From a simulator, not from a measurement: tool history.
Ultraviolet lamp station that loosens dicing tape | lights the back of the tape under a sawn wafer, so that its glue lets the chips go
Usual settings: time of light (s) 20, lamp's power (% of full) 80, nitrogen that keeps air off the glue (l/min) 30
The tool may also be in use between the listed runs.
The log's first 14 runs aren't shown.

run,hour,time of light (s),lamp's power (% of full),nitrogen that keeps air off the glue (l/min),hours of work of the lamp,hours of work since the window was cleaned,force that peels the tape off (N),light that reached the tape (mJ/cm2)
15,685.7,20,99,30,1263,67,0.37,307
# hour 719.7: lamp changed
16,727.7,20,99,30,3,84,0.161,428
17,767.8,20,63,19,20,100,0.602,270
18,815.2,19,75,30,39,119,0.38,305
19,853.9,19,75,30,55,135,0.389,297
20,910.7,22,74,49,78,158,0.219,342
21,955.6,18,67,41,96,176,0.461,254
22,1025.2,18,67,41,124,204,0.476,249
23,1060.5,18,67,41,138,219,0.457,248
24,1096,18,67,41,153,233,0.477,248
25,1132.3,18,67,41,168,248,0.466,244
26,1169.7,23,92,30,183,263,0.167,431
27,1205,23,92,30,197,277,0.168,423
28,1246.7,22,63,12,214,294,0.754,274
29,1306.8,22,63,42,238,319,0.373,271
30,1347.6,13,74,30,255,335,0.867,192
31,1406.3,13,74,30,279,359,0.838,188

Forecast each of these 3 alternatives for the next run:
A,1452.7,13,74,21,298,378,?,?
B,1452.7,13,74,52,298,378,?,?
C,1452.7,32,83,13,298,378,?,?

run,force that peels the tape off (N),light that reached the tape (mJ/cm2)
A,1.026,187
B,0.675,186
C,0.223,511
Without the tool's hidden state the same runs would have given:
run,force that peels the tape off (N),light that reached the tape (mJ/cm2)
A,0.851,215
B,0.532,213
C,0.163,587
